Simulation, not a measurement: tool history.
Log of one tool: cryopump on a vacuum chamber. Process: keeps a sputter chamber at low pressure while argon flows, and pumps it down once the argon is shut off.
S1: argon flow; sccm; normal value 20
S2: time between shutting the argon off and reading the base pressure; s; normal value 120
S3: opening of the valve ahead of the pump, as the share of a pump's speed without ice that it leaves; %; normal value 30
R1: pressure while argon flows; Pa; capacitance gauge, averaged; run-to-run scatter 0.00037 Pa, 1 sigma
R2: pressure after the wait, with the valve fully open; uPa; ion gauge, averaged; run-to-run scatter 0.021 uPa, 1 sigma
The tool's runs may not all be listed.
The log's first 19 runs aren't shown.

run 20 hour=1333.5 | S1=20 S2=35 S3=53 | R1=0.0277 R2=1.97
run 21 hour=1375.0 | S1=20 S2=35 S3=53 | R1=0.0282 R2=1.99
run 22 hour=1463.6 | S1=20 S2=35 S3=28 | R1=0.0513 R2=1.96
run 23 hour=1524.3 | S1=40 S2=120 S3=30 | R1=0.0965 R2=1.19
run 24 hour=1611.5 | S1=10 S2=175 S3=21 | R1=0.0336 R2=1.09
run 25 hour=1648.9 | S1=10 S2=25 S3=26 | R1=0.0280 R2=2.67
run 26 hour=1699.2 | S1=20 S2=64 S3=30 | R1=0.0484 R2=1.57
run 27 hour=1764.5 | S1=20 S2=59 S3=15 | R1=0.0954 R2=1.72
run 28 hour=1817.3 | S1=36 S2=120 S3=18 | R1=0.1440 R2=1.33
run 29 hour=1880.2 | S1=14 S2=120 S3=17 | R1=0.0595 R2=1.34
run 30 hour=1923.5 | S1=14 S2=120 S3=17 | R1=0.0584 R2=1.40
run 31 hour=2013.9 | S1=11 S2=120 S3=37 | R1=0.0225 R2=1.40
run 32 hour=2057.1 | S1=34 S2=23 S3=38 | R1=0.0680 R2=2.90
run 33 hour=2143.2 | S1=34 S2=23 S3=38 | R1=0.0679 R2=3.07

Alternative continuations, all from the tool just after run 33; predict every row:
run A hour=2226.7 | S1=20 S2=64 S3=30 | R1=? R2=?
run B hour=2226.7 | S1=27 S2=120 S3=30 | R1=? R2=?
run C hour=2226.7 | S1=8 S2=23 S3=18 | R1=? R2=?
run D hour=2226.7 | S1=34 S2=23 S3=44 | R1=? R2=?

run=A R1=0.0505 R2=1.92
run=B R1=0.0686 R2=1.57
run=C R1=0.0320 R2=2.95
run=D R1=0.0609 R2=3.01
What these runs would have given with no unlogged condition in the tool:
run=A R1=0.0460 R2=0.83
run=B R1=0.0625 R2=0.49
run=C R1=0.0303 R2=1.92
run=D R1=0.0533 R2=1.95
